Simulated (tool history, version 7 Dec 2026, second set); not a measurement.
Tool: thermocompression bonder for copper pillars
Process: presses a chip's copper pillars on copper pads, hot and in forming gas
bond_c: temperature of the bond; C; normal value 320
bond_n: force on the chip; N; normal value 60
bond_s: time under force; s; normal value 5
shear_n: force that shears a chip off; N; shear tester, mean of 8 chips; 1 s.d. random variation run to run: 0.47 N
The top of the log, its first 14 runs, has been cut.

{"run": 15, "day": 28.192, "bond_c": 320, "bond_n": 60, "bond_s": 5, "shear_n": 67.0}
{"run": 16, "day": 30.371, "bond_c": 320, "bond_n": 60, "bond_s": 5, "shear_n": 66.9}
{"run": 17, "day": 32.317, "bond_c": 320, "bond_n": 60, "bond_s": 5, "shear_n": 66.1}
{"run": 18, "day": 34.829, "bond_c": 320, "bond_n": 60, "bond_s": 3, "shear_n": 56.1}
{"run": 19, "day": 36.617, "bond_c": 320, "bond_n": 60, "bond_s": 3, "shear_n": 55.5}
{"day": 37.992, "done": "forming gas filter changed"}
{"run": 20, "day": 38.638, "bond_c": 317, "bond_n": 60, "bond_s": 5, "shear_n": 67.6}
{"run": 21, "day": 41.379, "bond_c": 297, "bond_n": 60, "bond_s": 5, "shear_n": 57.4}
{"run": 22, "day": 43.492, "bond_c": 320, "bond_n": 76, "bond_s": 5, "shear_n": 76.0}
{"day": 43.796, "done": "force cell calibrated"}
{"run": 23, "day": 46.25, "bond_c": 325, "bond_n": 86, "bond_s": 15, "shear_n": 95.5}
{"run": 24, "day": 48.788, "bond_c": 325, "bond_n": 86, "bond_s": 15, "shear_n": 94.4}
{"run": 25, "day": 50.954, "bond_c": 320, "bond_n": 77, "bond_s": 8, "shear_n": 80.6}
{"run": 26, "day": 52.938, "bond_c": 327, "bond_n": 38, "bond_s": 5, "shear_n": 55.1}
{"day": 53.892, "done": "force cell calibrated, once more"}
{"run": 27, "day": 55.375, "bond_c": 342, "bond_n": 60, "bond_s": 5, "shear_n": 72.3}
{"run": 28, "day": 56.912, "bond_c": 320, "bond_n": 60, "bond_s": 3, "shear_n": 53.8}
{"day": 57.096, "done": "forming gas filter changed"}
{"day": 57.433, "done": "heater calibrated with a thermocouple chip"}
{"run": 29, "day": 58.508, "bond_c": 297, "bond_n": 38, "bond_s": 9, "shear_n": 58.4}
{"run": 30, "day": 61.342, "bond_c": 343, "bond_n": 43, "bond_s": 9, "shear_n": 80.6}
{"run": 31, "day": 63.75, "bond_c": 330, "bond_n": 42, "bond_s": 5, "shear_n": 62.9}
{"run": 32, "day": 65.217, "bond_c": 342, "bond_n": 60, "bond_s": 14, "shear_n": 93.5}
{"run": 33, "day": 66.679, "bond_c": 320, "bond_n": 56, "bond_s": 3, "shear_n": 56.8}
{"run": 34, "day": 68.033, "bond_c": 301, "bond_n": 56, "bond_s": 10, "shear_n": 70.4}
{"run": 35, "day": 69.733, "bond_c": 302, "bond_n": 49, "bond_s": 15, "shear_n": 73.0}
{"run": 36, "day": 72.121, "bond_c": 291, "bond_n": 85, "bond_s": 15, "shear_n": 83.0}
{"run": 37, "day": 73.45, "bond_c": 291, "bond_n": 85, "bond_s": 15, "shear_n": 82.0}
{"run": 38, "day": 75.412, "bond_c": 337, "bond_n": 38, "bond_s": 10, "shear_n": 71.3}
{"day": 76.262, "done": "forming gas filter changed"}
{"run": 39, "day": 77.992, "bond_c": 343, "bond_n": 69, "bond_s": 8, "shear_n": 91.4}

Predict each of these 4 candidate next runs independently; none follows another, all start after run 39:
{"run": "A", "day": 79.2, "bond_c": 327, "bond_n": 69, "bond_s": 8, "shear_n": "?"}
{"run": "B", "day": 79.2, "bond_c": 331, "bond_n": 85, "bond_s": 4, "shear_n": "?"}
{"run": "C", "day": 79.2, "bond_c": 295, "bond_n": 38, "bond_s": 10, "shear_n": "?"}
{"run": "D", "day": 79.2, "bond_c": 312, "bond_n": 60, "bond_s": 5, "shear_n": "?"}

run=A shear_n=84.9
run=B shear_n=80.8
run=C shear_n=57.7
run=D shear_n=65.0
Take away the tool's hidden state, keep each run's random variation, and the runs would have read:
run=A shear_n=86.5
run=B shear_n=82.4
run=C shear_n=59.2
run=D shear_n=66.6

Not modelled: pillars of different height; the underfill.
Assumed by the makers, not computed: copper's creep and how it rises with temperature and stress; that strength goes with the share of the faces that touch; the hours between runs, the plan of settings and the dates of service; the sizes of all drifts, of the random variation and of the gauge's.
